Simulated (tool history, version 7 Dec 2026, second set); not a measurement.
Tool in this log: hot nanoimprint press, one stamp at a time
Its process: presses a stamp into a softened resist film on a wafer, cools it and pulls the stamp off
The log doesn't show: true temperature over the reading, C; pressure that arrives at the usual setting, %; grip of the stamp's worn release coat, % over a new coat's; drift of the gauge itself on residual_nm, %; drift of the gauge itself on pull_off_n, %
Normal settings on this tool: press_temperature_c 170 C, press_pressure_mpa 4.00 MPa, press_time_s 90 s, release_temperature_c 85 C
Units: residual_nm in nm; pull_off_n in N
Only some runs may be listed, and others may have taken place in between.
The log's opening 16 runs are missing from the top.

run     day  press_temperature_c  press_pressure_mpa  press_time_s  release_temperature_c  hours of work since the thermocouple was calibrated  imprints on the stamp's release coat  hours of work since the press's seals were changed  residual_nm  pull_off_n
 17  21.588                  170                4.00            90                     83                                                  195                                  1410                                                 297        229.5         239
 18  22.596                  170                4.00            90                     90                                                  209                                  1476                                                 311        229.8         205
 19  23.629                  170                4.00            90                     85                                                  223                                  1545                                                 325        229.1         232
 20  24.817                  170                4.00            46                     85                                                  240                                  1623                                                 342        285.3         229
     26.450  -- plate thermocouple calibrated
 21  26.767                  170                4.00            46                     85                                                    4                                  1744                                                 367        286.8         239
 22  28.329                  172                4.00            90                     70                                                   26                                  1847                                                 389        216.0         305
 23  29.658                  172                4.00            90                     70                                                   45                                  1934                                                 407        216.4         312
 24  31.088                  167                4.15           127                     84                                                   64                                  2029                                                 427        224.9         261
 25  32.108                  166                4.31            70                     84                                                   79                                  2097                                                 441        279.0         246
 26  33.658                  170                3.15           102                     88                                                  100                                  2199                                                 463        248.7         235
 27  34.962                  170                3.15           102                     88                                                  118                                  2285                                                 481        249.6         239
 28  36.346                  168                4.90            90                     73                                                  138                                  2376                                                 500        225.4         324
 29  37.692                  159                4.00            90                     85                                                  156                                  2465                                                 519        332.8         268
     38.062  -- stamp cleaned and given a new release coat
     38.396  -- press's hydraulic seals changed and the load cell set to zero
 30  39.783                  174                4.00           120                     85                                                  177                                    92                                                  19        177.7         182

Below are 3 alternative next runs, each starting from the tool's condition after run 30. Predict each:
  A  41.800                  179                6.14            87                     85                                                  205                                   225                                                  47            ?           ?
  B  41.800                  170                4.00           156                     85                                                  205                                   225                                                  47            ?           ?
  C  41.800                  170                4.00            90                     82                                                  205                                   225                                                  47            ?           ?

run  residual_nm  pull_off_n
  A        132.3         190
  B        186.3         188
  C        226.0         195
With no hidden state in the tool, these same runs would have given:
run  residual_nm  pull_off_n
  A        132.5         183
  B        187.3         182
  C        227.2         188
